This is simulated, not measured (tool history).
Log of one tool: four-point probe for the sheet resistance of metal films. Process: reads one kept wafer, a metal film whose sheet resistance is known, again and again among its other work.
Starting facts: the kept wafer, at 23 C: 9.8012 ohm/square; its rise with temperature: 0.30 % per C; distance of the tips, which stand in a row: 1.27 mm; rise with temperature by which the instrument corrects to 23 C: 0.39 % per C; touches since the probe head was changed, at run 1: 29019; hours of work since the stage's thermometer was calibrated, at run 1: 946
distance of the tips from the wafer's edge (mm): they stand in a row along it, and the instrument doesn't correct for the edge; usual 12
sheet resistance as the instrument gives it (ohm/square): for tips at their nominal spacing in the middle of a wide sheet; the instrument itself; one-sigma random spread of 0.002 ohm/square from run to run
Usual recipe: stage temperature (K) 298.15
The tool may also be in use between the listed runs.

run    hour  stage temperature (K)  distance of the tips from the wafer's edge (mm)  touches since the probe head was changed  hours of work since the stage's thermometer was calibrated  sheet resistance as the instrument gives it (ohm/square)
  1     0.0                 298.15                                               12                                     29019                                                         946                                                  9.780690
  2    54.5                 298.15                                               12                                     29806                                                         968                                                  9.779999
  3    84.4                 298.15                                               12                                     30238                                                         980                                                  9.780125
  4   132.2                 298.15                                               12                                     30929                                                        1000                                                  9.780360
  5   194.0                 298.15                                               12                                     31822                                                        1025                                                  9.779007
  6   239.6                 298.15                                               12                                     32481                                                        1043                                                  9.779931
  7   282.2                 298.15                                               44                                     33096                                                        1061                                                  9.720857
  8   326.9                 298.15                                               12                                     33742                                                        1079                                                  9.779143
  9   354.1                 298.15                                               12                                     34135                                                        1090                                                  9.773740
 10   393.5                 298.15                                               12                                     34705                                                        1106                                                  9.776213
 11   432.2                 298.15                                               12                                     35264                                                        1121                                                  9.776193
 12   484.9                 306.15                                               12                                     36025                                                        1143                                                  9.710458
 13   528.0                 298.15                                               12                                     36648                                                        1160                                                  9.775228
 14   567.0                 298.15                                               22                                     37212                                                        1176                                                  9.734286
 15   596.8                 298.15                                               12                                     37642                                                        1188                                                  9.774968
 16   638.5                 298.15                                               12                                     38245                                                        1205                                                  9.772245
 17   680.9                 298.15                                               12                                     38857                                                        1222                                                  9.771604
 18   742.6                 306.15                                               12                                     39749                                                        1247                                                  9.705879
 19   796.1                 306.15                                               12                                     40522                                                        1269                                                  9.704177
 20   839.9                 294.15                                               20                                     41155                                                        1287                                                  9.768400
 21   883.2                 291.15                                               11                                     41780                                                        1304                                                  9.839942
 22   944.2                 291.15                                               11                                     42661                                                        1329                                                  9.844026
 23   979.9                 291.15                                               11                                     43178                                                        1343                                                  9.842038
 24  1039.3                 300.15                                               21                                     44036                                                        1367                                                  9.710263

What does the tool deliver on the next run?
 25  1065.5                 300.15                                               27                                     44414                                                        1378                                                         ?

sheet resistance as the instrument gives it (ohm/square): 9.705816
Without the tool's hidden state the same run would have given sheet resistance as the instrument gives it (ohm/square) 9.780387.

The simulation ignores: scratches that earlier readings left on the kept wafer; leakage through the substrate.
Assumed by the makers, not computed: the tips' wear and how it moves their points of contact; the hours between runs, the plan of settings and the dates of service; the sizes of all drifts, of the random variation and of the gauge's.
